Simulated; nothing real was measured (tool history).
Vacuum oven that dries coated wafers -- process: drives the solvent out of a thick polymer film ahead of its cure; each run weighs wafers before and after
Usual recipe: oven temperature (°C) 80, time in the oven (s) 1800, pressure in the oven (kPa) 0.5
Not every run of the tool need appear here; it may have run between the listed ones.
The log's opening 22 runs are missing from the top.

run,day,oven temperature (°C),time in the oven (s),pressure in the oven (kPa),solvent left in the film (%)
23,68.375,80,1800,0.5,2.537
24,71.212,79,1380,1.014,4.273
# day 72.017: vacuum gauge cleaned of residue and calibrated
# day 75.338: oven's thermocouples calibrated
25,75.858,89,1800,1.779,1.462
26,78.617,90,1140,0.895,2.503
27,82.217,72,1200,0.755,6.95
28,85.062,72,1200,0.755,6.945
29,86.996,88,1500,1.862,2.147
30,91.212,91,1680,0.323,0.86
31,93.938,73,1080,0.421,7.072
32,97.717,66,1800,1.628,7.054
33,100.925,89,1020,0.777,3.165

Predict the results of run 34:
34,102.912,70,1020,0.631,?

{"run 34": {"solvent left in the film (%)": 8.321}}
With no hidden state in the tool, this same run would have given solvent left in the film (%) 8.429.
